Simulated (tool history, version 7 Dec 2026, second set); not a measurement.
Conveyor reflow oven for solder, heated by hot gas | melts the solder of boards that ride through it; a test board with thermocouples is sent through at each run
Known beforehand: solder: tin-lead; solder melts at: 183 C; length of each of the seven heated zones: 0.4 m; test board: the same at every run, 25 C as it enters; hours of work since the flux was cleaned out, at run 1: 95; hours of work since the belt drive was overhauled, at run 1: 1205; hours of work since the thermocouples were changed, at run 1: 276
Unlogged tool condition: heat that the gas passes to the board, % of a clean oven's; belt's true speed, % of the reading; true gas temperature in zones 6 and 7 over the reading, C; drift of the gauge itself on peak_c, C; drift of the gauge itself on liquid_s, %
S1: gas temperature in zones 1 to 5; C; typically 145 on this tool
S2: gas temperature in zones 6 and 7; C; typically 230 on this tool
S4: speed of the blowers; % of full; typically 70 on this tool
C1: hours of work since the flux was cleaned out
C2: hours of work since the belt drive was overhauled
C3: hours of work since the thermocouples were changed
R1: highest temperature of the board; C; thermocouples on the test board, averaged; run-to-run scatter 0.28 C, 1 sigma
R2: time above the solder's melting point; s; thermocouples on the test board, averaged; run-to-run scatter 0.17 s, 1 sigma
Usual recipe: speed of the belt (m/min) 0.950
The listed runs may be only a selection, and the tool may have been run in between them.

Run 1, hour 0.0: usual settings; C1 95; C2 1205; C3 276. Result: R1 216.4 C, R2 39.1 s.
Run 2, hour 77.0: usual settings; C1 151; C2 1261; C3 332. Result: R1 215.6 C, R2 38.9 s.
Run 3, hour 163.3: usual settings; C1 214; C2 1324; C3 395. Result: R1 215.0 C, R2 39.1 s.
Run 4, hour 256.0: usual settings; C1 282; C2 1392; C3 462. Result: R1 215.1 C, R2 38.5 s.
Run 5, hour 321.3: usual settings; C1 329; C2 1439; C3 510. Result: R1 214.5 C, R2 38.5 s.
At hour 375.2: belt drive overhauled, speed set with a stopwatch.
Run 6, hour 394.8: usual settings but S1 148 C; C1 380; C2 14; C3 561. Result: R1 214.8 C, R2 38.7 s.
At hour 421.8: flux residue cleaned out of gas plates and filters.
Run 7, hour 441.3: usual settings but S1 148 C; C1 14; C2 45; C3 591. Result: R1 217.9 C, R2 40.8 s.
Run 8, hour 513.8: usual settings but S1 148 C; C1 67; C2 98; C3 644. Result: R1 217.6 C, R2 40.4 s.
Run 9, hour 586.2: usual settings but S1 140 C; C1 120; C2 150; C3 697. Result: R1 216.0 C, R2 37.8 s.
At hour 655.2: thermocouples of zones 6 and 7 changed.
Run 10, hour 676.7: usual settings but S1 140 C; C1 185; C2 215; C3 16. Result: R1 213.7 C, R2 36.2 s.
Run 11, hour 736.2: usual settings; C1 228; C2 258; C3 59. Result: R1 214.1 C, R2 38.2 s.
Run 12, hour 795.7: usual settings but S4 60 % of full; C1 271; C2 302; C3 102. Result: R1 212.0 C, R2 36.5 s.
Run 13, hour 878.2: usual settings but S4 87 % of full; C1 332; C2 362; C3 163. Result: R1 216.2 C, R2 39.2 s.
Run 14, hour 935.7: usual settings but S4 87 % of full; C1 373; C2 404; C3 205. Result: R1 215.9 C, R2 38.8 s.
At hour 972.7: flux residue cleaned out of gas plates and filters.
Run 15, hour 1009.9: usual settings but S2 223 C, S4 87 % of full; C1 27; C2 454; C3 255. Result: R1 211.9 C, R2 37.9 s.
Run 16, hour 1097.8: usual settings but S2 223 C, S4 51 % of full; C1 91; C2 518; C3 319. Result: R1 206.8 C, R2 32.9 s.
Run 17, hour 1180.1: usual settings but S2 232 C, S4 73 % of full; C1 151; C2 579; C3 379. Result: R1 217.4 C, R2 39.9 s.
Run 18, hour 1232.1: usual settings but S2 239 C, S4 73 % of full; C1 189; C2 616; C3 417. Result: R1 223.0 C, R2 42.8 s.
Run 19, hour 1295.4: usual settings but S2 239 C, S4 73 % of full; C1 235; C2 663; C3 463. Result: R1 223.1 C, R2 42.5 s.
Run 20, hour 1381.1: usual settings but S2 237 C, S4 51 % of full; C1 298; C2 725; C3 526. Result: R1 217.6 C, R2 39.0 s.
Run 21, hour 1456.3: usual settings but S2 237 C, speed of the belt (m/min) 1.016, S4 52 % of full; C1 353; C2 780; C3 581. Result: R1 214.7 C, R2 34.9 s.
At hour 1523.2: flux residue cleaned out of gas plates and filters.
Run 22, hour 1528.3: usual settings but S2 240 C, speed of the belt (m/min) 1.098; C1 4; C2 829; C3 630. Result: R1 220.8 C, R2 35.7 s.
Run 23, hour 1622.4: usual settings but S1 149 C, S2 240 C, speed of the belt (m/min) 1.098, S4 64 % of full; C1 72; C2 898; C3 698. Result: R1 220.4 C, R2 36.3 s.
At hour 1684.3: thermocouples of zones 6 and 7 changed.
Run 24, hour 1714.8: usual settings but S1 149 C, S2 240 C, speed of the belt (m/min) 1.098, S4 64 % of full; C1 138; C2 963; C3 22. Result: R1 216.8 C, R2 35.0 s.
Run 25, hour 1784.6: usual settings but S2 229 C, speed of the belt (m/min) 1.056; C1 189; C2 1014; C3 73. Result: R1 210.1 C, R2 31.8 s.
Run 26, hour 1849.0: usual settings but S2 229 C, speed of the belt (m/min) 1.056; C1 236; C2 1061; C3 120. Result: R1 210.1 C, R2 31.6 s.
Run 27, hour 1902.9: usual settings but S2 226 C, S4 60 % of full; C1 276; C2 1101; C3 159. Result: R1 209.1 C, R2 34.4 s.
Run 28, hour 1962.5: usual settings but S1 148 C, S2 237 C, speed of the belt (m/min) 0.992, S4 62 % of full; C1 319; C2 1144; C3 203. Result: R1 217.2 C, R2 38.4 s.
Run 29, hour 2015.5: usual settings but S1 151 C, S2 233 C, speed of the belt (m/min) 1.106, S4 74 % of full; C1 358; C2 1183; C3 242. Result: R1 212.9 C, R2 33.0 s.
At hour 2072.8: flux residue cleaned out of gas plates and filters.
Run 30, hour 2073.5: usual settings but S1 158 C, speed of the belt (m/min) 0.971; C1 0; C2 1221; C3 280. Result: R1 217.8 C, R2 43.4 s.
Run 31, hour 2161.7: usual settings but S1 136 C, speed of the belt (m/min) 0.814, S4 67 % of full; C1 65; C2 1286; C3 345. Result: R1 217.7 C, R2 45.4 s.

Alternative continuations, all from the tool just after run 31; predict every row:
Run A, hour 2199.9: usual settings but S1 133 C, speed of the belt (m/min) 0.897, S4 85 % of full; C1 93; C2 1314; C3 373. Result: R1 ?, R2 ?.
Run B, hour 2199.9: usual settings but S2 240 C, speed of the belt (m/min) 0.912; C1 93; C2 1314; C3 373. Result: R1 ?, R2 ?.
Run C, hour 2199.9: usual settings but S1 133 C, S2 221 C, speed of the belt (m/min) 0.814, S4 67 % of full; C1 93; C2 1314; C3 373. Result: R1 ?, R2 ?.

run     R1    R2
  A  217.2  40.2
  B  225.6  45.5
  C  209.3  39.4
Had the tool no hidden state, the same runs would have come out as:
run     R1    R2
  A  217.5  40.0
  B  225.8  45.1
  C  209.4  39.1
